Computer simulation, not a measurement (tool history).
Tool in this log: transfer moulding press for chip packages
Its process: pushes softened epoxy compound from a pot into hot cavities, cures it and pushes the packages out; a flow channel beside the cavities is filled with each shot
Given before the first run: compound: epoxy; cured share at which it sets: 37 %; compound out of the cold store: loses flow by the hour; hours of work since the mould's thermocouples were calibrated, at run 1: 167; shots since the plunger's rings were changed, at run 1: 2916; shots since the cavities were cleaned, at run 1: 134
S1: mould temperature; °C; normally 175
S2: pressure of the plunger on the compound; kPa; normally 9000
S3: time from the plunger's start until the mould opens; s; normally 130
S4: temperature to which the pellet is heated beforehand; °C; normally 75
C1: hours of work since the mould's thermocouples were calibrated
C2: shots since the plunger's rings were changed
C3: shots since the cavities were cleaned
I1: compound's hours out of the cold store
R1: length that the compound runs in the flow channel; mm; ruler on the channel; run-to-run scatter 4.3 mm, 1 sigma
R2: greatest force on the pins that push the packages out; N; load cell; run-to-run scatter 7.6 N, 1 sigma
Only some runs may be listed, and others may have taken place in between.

run,hour,S1,S2,S3,S4,C1,C2,C3,I1,R1,R2
1,0.0,175,9000,130,75,167,2916,134,15.1,699,398
2,47.6,175,8160,130,75,188,3217,435,34.1,619,442
# hour 65.9: cavities cleaned with cleaning compound and waxed
3,93.5,175,8160,130,75,207,3498,175,47.4,594,528
4,137.7,175,8160,130,75,227,3777,454,25.3,632,540
# hour 154.4: cavities cleaned with cleaning compound and waxed
5,170.8,175,8160,130,75,241,3977,103,29.7,621,369
6,215.6,175,8160,130,75,260,4260,386,27.0,620,439
# hour 242.2: cavities cleaned with cleaning compound and waxed
7,262.3,175,8160,130,75,280,4546,127,24.2,617,370
# hour 284.2: plunger's sealing rings changed
8,306.1,175,9000,130,75,298,138,388,44.6,672,445
# hour 332.6: cavities cleaned with cleaning compound and waxed
9,332.6,175,9000,130,75,309,296,0,26.1,714,325
# hour 345.7: cavities cleaned with cleaning compound and waxed, once more
10,356.5,175,9000,130,75,319,438,68,10.0,743,357
11,401.9,175,9000,130,75,339,725,355,9.7,738,446
12,429.4,175,9000,130,75,352,899,529,17.2,718,457
# hour 434.8: cavities cleaned with cleaning compound and waxed
13,452.0,175,9000,130,75,361,1032,108,39.6,674,354
14,499.2,175,9000,130,75,382,1330,406,15.5,708,446
# hour 524.4: cavities cleaned with cleaning compound and waxed
15,543.5,175,9460,158,81,401,1601,121,45.8,671,319
16,582.0,169,7280,115,77,418,1844,364,19.7,657,819
# hour 612.9: cavities cleaned with cleaning compound and waxed
17,614.6,182,7280,115,67,431,2041,11,41.0,574,320
18,652.7,173,7280,115,68,448,2282,252,11.1,646,585
19,687.9,173,7280,115,68,464,2505,475,46.6,579,583
# hour 700.9: cavities cleaned with cleaning compound and waxed
20,719.1,176,9000,130,71,477,2693,116,14.8,700,373
21,742.6,175,8470,130,85,487,2841,264,13.0,686,407
22,768.8,175,8040,110,75,499,3006,429,10.5,665,577
# hour 787.2: cavities cleaned with cleaning compound and waxed
23,817.4,175,10980,130,75,519,3304,191,21.8,751,384
24,848.1,175,8400,130,85,533,3498,385,10.2,676,425
# hour 874.5: cavities cleaned with cleaning compound and waxed
25,887.2,175,8400,130,85,549,3736,80,8.6,671,352
26,937.1,173,8400,144,78,571,4051,395,15.5,662,423
# hour 960.3: cavities cleaned with cleaning compound and waxed
27,978.5,175,6880,130,84,589,4304,115,14.4,595,362

How the hidden state differs across the entries between the runs, from the last listed run before each to the first after it:
From run 2 to run 3: cavities cleaned with cleaning compound and waxed (hour 65.9)
  true mould temperature over the reading, C: 0.15 -> 0.18; pressure that reaches the compound, % of what is set: 87.27 -> 86.23; grip of the stained cavities, % over clean ones': 39.2 -> 68.5
  the result without the hidden state subtracted from the measured one, R1: -45 -> -46 mm; R2: +123 -> +213 N
From run 4 to run 5: cavities cleaned with cleaning compound and waxed (hour 154.4)
  true mould temperature over the reading, C: 0.21 -> 0.23; pressure that reaches the compound, % of what is set: 85.13 -> 84.29; grip of the stained cavities, % over clean ones': 67.7 -> 12.8
  the result without the hidden state subtracted from the measured one, R1: -54 -> -56 mm; R2: +217 -> +39 N
From run 6 to run 7: cavities cleaned with cleaning compound and waxed (hour 242.2)
  true mould temperature over the reading, C: 0.26 -> 0.28; pressure that reaches the compound, % of what is set: 83.27 -> 82.1; grip of the stained cavities, % over clean ones': 35.5 -> 13.9
  the result without the hidden state subtracted from the measured one, R1: -60 -> -65 mm; R2: +110 -> +41 N
From run 7 to run 8: plunger's sealing rings changed (hour 284.2)
  true mould temperature over the reading, C: 0.28 -> 0.31; pressure that reaches the compound, % of what is set: 82.1 -> 99.34; grip of the stained cavities, % over clean ones': 13.9 -> 34.3
  the result without the hidden state subtracted from the measured one, R1: -65 -> -3 mm; R2: +41 -> +109 N
From run 8 to run 9: cavities cleaned with cleaning compound and waxed (hour 332.6)
  true mould temperature over the reading, C: 0.31 -> 0.32; pressure that reaches the compound, % of what is set: 99.34 -> 98.73; grip of the stained cavities, % over clean ones': 34.3 -> 0.4
  the result without the hidden state subtracted from the measured one, R1: -3 -> -6 mm; R2: +109 -> -3 N
From run 9 to run 10: cavities cleaned with cleaning compound and waxed, once more (hour 345.7)
  true mould temperature over the reading, C: 0.32 -> 0.34; pressure that reaches the compound, % of what is set: 98.73 -> 98.22; grip of the stained cavities, % over clean ones': 0.4 -> 8
  the result without the hidden state subtracted from the measured one, R1: -6 -> -8 mm; R2: -3 -> +21 N
From run 12 to run 13: cavities cleaned with cleaning compound and waxed (hour 434.8)
  true mould temperature over the reading, C: 0.38 -> 0.39; pressure that reaches the compound, % of what is set: 96.55 -> 96.03; grip of the stained cavities, % over clean ones': 43.6 -> 13.2
  the result without the hidden state subtracted from the measured one, R1: -15 -> -15 mm; R2: +136 -> +37 N
From run 14 to run 15: cavities cleaned with cleaning compound and waxed (hour 524.4)
  true mould temperature over the reading, C: 0.42 -> 0.44; pressure that reaches the compound, % of what is set: 94.89 -> 93.8; grip of the stained cavities, % over clean ones': 36.4 -> 15.9
  the result without the hidden state subtracted from the measured one, R1: -21 -> -23 mm; R2: +113 -> +43 N
From run 16 to run 17: cavities cleaned with cleaning compound and waxed (hour 612.9)
  true mould temperature over the reading, C: 0.46 -> 0.48; pressure that reaches the compound, % of what is set: 92.72 -> 91.96; grip of the stained cavities, % over clean ones': 34.7 -> 3.9
  the result without the hidden state subtracted from the measured one, R1: -28 -> -26 mm; R2: +188 -> +9 N
From run 19 to run 20: cavities cleaned with cleaning compound and waxed (hour 700.9)
  true mould temperature over the reading, C: 0.53 -> 0.55; pressure that reaches the compound, % of what is set: 90.24 -> 89.6; grip of the stained cavities, % over clean ones': 40 -> 14.1
  the result without the hidden state subtracted from the measured one, R1: -32 -> -42 mm; R2: +150 -> +40 N
From run 22 to run 23: cavities cleaned with cleaning compound and waxed (hour 787.2)
  true mould temperature over the reading, C: 0.58 -> 0.61; pressure that reaches the compound, % of what is set: 88.39 -> 87.2; grip of the stained cavities, % over clean ones': 36.5 -> 21.5
  the result without the hidden state subtracted from the measured one, R1: -45 -> -56 mm; R2: +136 -> +62 N
From run 24 to run 25: cavities cleaned with cleaning compound and waxed (hour 874.5)
  true mould temperature over the reading, C: 0.63 -> 0.65; pressure that reaches the compound, % of what is set: 86.51 -> 85.5; grip of the stained cavities, % over clean ones': 34.9 -> 9.6
  the result without the hidden state subtracted from the measured one, R1: -53 -> -58 mm; R2: +102 -> +22 N
From run 26 to run 27: cavities cleaned with cleaning compound and waxed (hour 960.3)
  true mould temperature over the reading, C: 0.67 -> 0.7; pressure that reaches the compound, % of what is set: 84.26 -> 83.26; grip of the stained cavities, % over clean ones': 35.5 -> 14.5
  the result without the hidden state subtracted from the measured one, R1: -62 -> -60 mm; R2: +104 -> +37 N
